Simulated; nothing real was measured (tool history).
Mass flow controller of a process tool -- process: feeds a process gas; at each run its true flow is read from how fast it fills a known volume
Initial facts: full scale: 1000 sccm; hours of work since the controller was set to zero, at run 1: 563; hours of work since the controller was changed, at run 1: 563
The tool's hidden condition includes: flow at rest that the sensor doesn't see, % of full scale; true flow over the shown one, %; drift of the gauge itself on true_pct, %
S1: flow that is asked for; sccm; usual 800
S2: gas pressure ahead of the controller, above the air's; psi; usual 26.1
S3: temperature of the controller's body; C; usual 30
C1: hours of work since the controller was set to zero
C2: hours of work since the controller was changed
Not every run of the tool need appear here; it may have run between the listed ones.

run 1 day=0 | S1=800 S2=26.1 S3=30 | C1=563 C2=563 | true_flow_(%)=99.9
run 2 day=2.208 | S1=800 S2=26.1 S3=30 | C1=596 C2=596 | true_flow_(%)=99.95
run 3 day=5.417 | S1=800 S2=38.6 S3=30 | C1=644 C2=644 | true_flow_(%)=100.08
run 4 day=8.933 | S1=800 S2=38.6 S3=30 | C1=697 C2=697 | true_flow_(%)=100.23
run 5 day=12.542 | S1=800 S2=38.6 S3=30 | C1=750 C2=750 | true_flow_(%)=100.25
run 6 day=14.312 | S1=800 S2=32.8 S3=30 | C1=777 C2=777 | true_flow_(%)=100.02

The next listed run, before its measurement:
run 7 day=16.196 | S1=800 S2=32.8 S3=30 | C1=805 C2=805 | true_flow_(%)=?

{"run 7": {"true flow (%)": 100.08}}
Take away the tool's hidden state, keep the run-to-run variation as it was, and the same run would have given true flow (%) 100.23.

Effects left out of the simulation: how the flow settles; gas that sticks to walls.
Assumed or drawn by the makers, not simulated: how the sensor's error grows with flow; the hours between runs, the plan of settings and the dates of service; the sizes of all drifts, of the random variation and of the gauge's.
